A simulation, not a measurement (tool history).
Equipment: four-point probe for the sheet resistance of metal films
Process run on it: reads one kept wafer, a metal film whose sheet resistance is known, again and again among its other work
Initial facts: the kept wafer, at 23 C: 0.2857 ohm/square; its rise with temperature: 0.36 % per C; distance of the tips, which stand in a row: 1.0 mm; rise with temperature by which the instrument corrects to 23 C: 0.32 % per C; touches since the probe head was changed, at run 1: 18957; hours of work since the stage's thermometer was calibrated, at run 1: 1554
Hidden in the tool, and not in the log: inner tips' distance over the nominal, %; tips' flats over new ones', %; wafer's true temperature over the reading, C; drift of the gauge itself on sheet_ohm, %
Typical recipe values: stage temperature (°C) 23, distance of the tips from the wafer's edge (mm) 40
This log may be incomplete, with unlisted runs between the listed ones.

run   hour  stage temperature (°C)  distance of the tips from the wafer's edge (mm)  touches since the probe head was changed  hours of work since the stage's thermometer was calibrated  sheet resistance as the instrument gives it (ohm/square)
  1    0.0                      23                                               40                                     18957                                                        1554                                                  0.285885
  2   30.5                      19                                               40                                     19870                                                        1577                                                  0.285379
  3   76.6                      19                                               40                                     21249                                                        1612                                                  0.285410
  4  102.4                      23                                               40                                     22018                                                        1631                                                  0.285770
  5  136.3                      23                                               40                                     23033                                                        1656                                                  0.285974
  6  173.3                      23                                               40                                     24140                                                        1684                                                  0.285807
  7  196.3                      23                                               29                                     24828                                                        1701                                                  0.285895
  8  247.4                      26                                                8                                     26356                                                        1740                                                  0.288537
  9  285.5                      19                                                4                                     27494                                                        1768                                                  0.294475
 10  311.1                      34                                                7                                     28261                                                        1788                                                  0.290145

What does the tool deliver on the next run?
 11  351.0                      20                                                7                                     29454                                                        1818                                                         ?

Run 11 came out at sheet resistance as the instrument gives it (ohm/square) 0.288622.
Minus the tool's unlogged condition, the same run would have read sheet resistance as the instrument gives it (ohm/square) 0.288494.
